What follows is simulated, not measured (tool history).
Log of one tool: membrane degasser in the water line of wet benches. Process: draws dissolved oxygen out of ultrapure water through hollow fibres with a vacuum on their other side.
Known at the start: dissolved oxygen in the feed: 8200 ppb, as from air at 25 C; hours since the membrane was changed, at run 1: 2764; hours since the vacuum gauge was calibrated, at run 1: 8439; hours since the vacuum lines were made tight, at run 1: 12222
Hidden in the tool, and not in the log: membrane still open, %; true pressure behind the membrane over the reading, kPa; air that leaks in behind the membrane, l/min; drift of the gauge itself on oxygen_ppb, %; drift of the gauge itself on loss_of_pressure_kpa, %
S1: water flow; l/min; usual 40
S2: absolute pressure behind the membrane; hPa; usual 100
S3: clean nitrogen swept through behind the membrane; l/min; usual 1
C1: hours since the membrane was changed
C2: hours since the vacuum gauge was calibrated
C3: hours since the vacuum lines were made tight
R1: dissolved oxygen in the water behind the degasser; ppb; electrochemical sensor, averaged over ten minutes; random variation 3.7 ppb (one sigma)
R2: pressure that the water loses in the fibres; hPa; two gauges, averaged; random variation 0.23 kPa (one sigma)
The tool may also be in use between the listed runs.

Run 1, hour 0: usual settings; C1 2764; C2 8439; C3 12222. Result: R1 609.6 ppb, R2 594.2 hPa.
Run 2, hour 77.2: usual settings but S2 83 hPa; C1 2842; C2 8516; C3 12299. Result: R1 479.5 ppb, R2 600.6 hPa.
Run 3, hour 158.8: usual settings but S2 83 hPa; C1 2923; C2 8598; C3 12381. Result: R1 481.9 ppb, R2 600.1 hPa.
Run 4, hour 225: usual settings but S2 83 hPa; C1 2989; C2 8664; C3 12447. Result: R1 483.2 ppb, R2 595.7 hPa.
Run 5, hour 265.1: usual settings but S2 83 hPa; C1 3029; C2 8704; C3 12487. Result: R1 483.5 ppb, R2 599.9 hPa.
At hour 290.9: vacuum gauge calibrated.
Run 6, hour 310.7: usual settings but S2 83 hPa; C1 3075; C2 20; C3 12532. Result: R1 482.4 ppb, R2 593.8 hPa.
Run 7, hour 349.3: usual settings but S2 83 hPa, S3 2.05 l/min; C1 3113; C2 58; C3 12571. Result: R1 312.5 ppb, R2 593.6 hPa.
Run 8, hour 403.1: usual settings but S2 83 hPa, S3 2.05 l/min; C1 3167; C2 112; C3 12625. Result: R1 310.8 ppb, R2 592.2 hPa.
Run 9, hour 443.2: usual settings but S1 56 l/min; C1 3207; C2 152; C3 12665. Result: R1 807.2 ppb, R2 829.5 hPa.
Run 10, hour 524: usual settings but S2 85 hPa; C1 3288; C2 233; C3 12746. Result: R1 497.9 ppb, R2 592.2 hPa.
Run 11, hour 564.8: usual settings but S2 151 hPa; C1 3329; C2 274; C3 12787. Result: R1 946.2 ppb, R2 594.5 hPa.
Run 12, hour 637: usual settings but S2 192 hPa; C1 3401; C2 346; C3 12859. Result: R1 1226.4 ppb, R2 589.5 hPa.
Run 13, hour 685.7: usual settings but S2 192 hPa; C1 3450; C2 395; C3 12907. Result: R1 1210.2 ppb, R2 595.6 hPa.
Run 14, hour 774: usual settings but S2 192 hPa; C1 3538; C2 483; C3 12996. Result: R1 1205.4 ppb, R2 591.3 hPa.
Run 15, hour 825: usual settings but S2 192 hPa, S3 1.14 l/min; C1 3589; C2 534; C3 13047. Result: R1 1107.7 ppb, R2 587.1 hPa.
Run 16, hour 874.4: usual settings but S2 192 hPa, S3 1.14 l/min; C1 3638; C2 583; C3 13096. Result: R1 1114.2 ppb, R2 590.6 hPa.
Run 17, hour 962.9: usual settings but S1 27 l/min, S2 167 hPa, S3 1.38 l/min; C1 3727; C2 672; C3 13185. Result: R1 599 ppb, R2 399.5 hPa.
Run 18, hour 1007.8: usual settings but S1 26 l/min, S2 83 hPa, S3 1.23 l/min; C1 3772; C2 717; C3 13230. Result: R1 275.5 ppb, R2 381.8 hPa.
Run 19, hour 1070.9: usual settings but S1 26 l/min, S2 83 hPa, S3 1.23 l/min; C1 3835; C2 780; C3 13293. Result: R1 275.7 ppb, R2 381.1 hPa.
Run 20, hour 1114.9: usual settings but S1 26 l/min, S2 83 hPa, S3 1.23 l/min; C1 3879; C2 824; C3 13337. Result: R1 275.5 ppb, R2 385.5 hPa.
Run 21, hour 1183.3: usual settings but S1 26 l/min, S2 83 hPa, S3 2.52 l/min; C1 3947; C2 892; C3 13405. Result: R1 169.3 ppb, R2 382.4 hPa.
Run 22, hour 1260.7: usual settings but S1 48 l/min, S2 128 hPa, S3 1.26 l/min; C1 4025; C2 970; C3 13482. Result: R1 800.4 ppb, R2 703.3 hPa.
At hour 1292.6: gauge calibrated.
Run 23, hour 1308: usual settings but S1 30 l/min, S3 3 l/min; C1 4072; C2 1017; C3 13530. Result: R1 216.1 ppb, R2 451.7 hPa.
Run 24, hour 1348.5: usual settings but S1 28 l/min, S2 81 hPa, S3 0.68 l/min; C1 4112; C2 1058; C3 13570. Result: R1 437.5 ppb, R2 418.7 hPa.
Run 25, hour 1415.5: usual settings but S2 233 hPa; C1 4179; C2 1125; C3 13637. Result: R1 1457.8 ppb, R2 597.5 hPa.
At hour 1467.8: seals of the vacuum lines changed.
Run 26, hour 1478.6: usual settings but S2 233 hPa; C1 4241; C2 1186; C3 11. Result: R1 1458.7 ppb, R2 600.2 hPa.
Run 27, hour 1554: usual settings but S1 28 l/min, S2 169 hPa; C1 4316; C2 1261; C3 86. Result: R1 795.6 ppb, R2 418.9 hPa.
Run 28, hour 1638.4: usual settings but S1 25 l/min, S2 117 hPa, S3 0.67 l/min; C1 4400; C2 1345; C3 171. Result: R1 643.2 ppb, R2 370.5 hPa.
Run 29, hour 1690.4: usual settings but S1 25 l/min, S2 117 hPa, S3 0.67 l/min; C1 4452; C2 1397; C3 223. Result: R1 641.5 ppb, R2 373.9 hPa.
Run 30, hour 1736.5: usual settings but S1 48 l/min, S2 161 hPa, S3 0.93 l/min; C1 4498; C2 1444; C3 269. Result: R1 1219.5 ppb, R2 714 hPa.
Run 31, hour 1824.7: usual settings but S2 85 hPa; C1 4587; C2 1532; C3 357. Result: R1 496.7 ppb, R2 590.6 hPa.
Run 32, hour 1878.9: usual settings but S2 85 hPa; C1 4641; C2 1586; C3 411. Result: R1 499.9 ppb, R2 590.9 hPa.

Hidden state at the last listed run before each entry between runs and at the first one after, where it differs:
Between runs 5 and 6: vacuum gauge calibrated (hour 290.9)
  drift of the gauge itself on loss_of_pressure_kpa, %: -0.43 -> -0.51
  measured less the result without the state, R2: -2.5 -> -2.9 hPa
Between runs 22 and 23: gauge calibrated (hour 1292.6)
  drift of the gauge itself on loss_of_pressure_kpa, %: -2.06 -> -0.03
  measured less the result without the state, R2: -14.5 -> +0 hPa
Between runs 25 and 26: seals of the vacuum lines changed (hour 1467.8)
  air that leaks in behind the membrane, l/min: 0.0027 -> 0.002; drift of the gauge itself on loss_of_pressure_kpa, %: -0.2 -> -0.3
  measured less the result without the state, R2: -1.1 -> -1.6 hPa

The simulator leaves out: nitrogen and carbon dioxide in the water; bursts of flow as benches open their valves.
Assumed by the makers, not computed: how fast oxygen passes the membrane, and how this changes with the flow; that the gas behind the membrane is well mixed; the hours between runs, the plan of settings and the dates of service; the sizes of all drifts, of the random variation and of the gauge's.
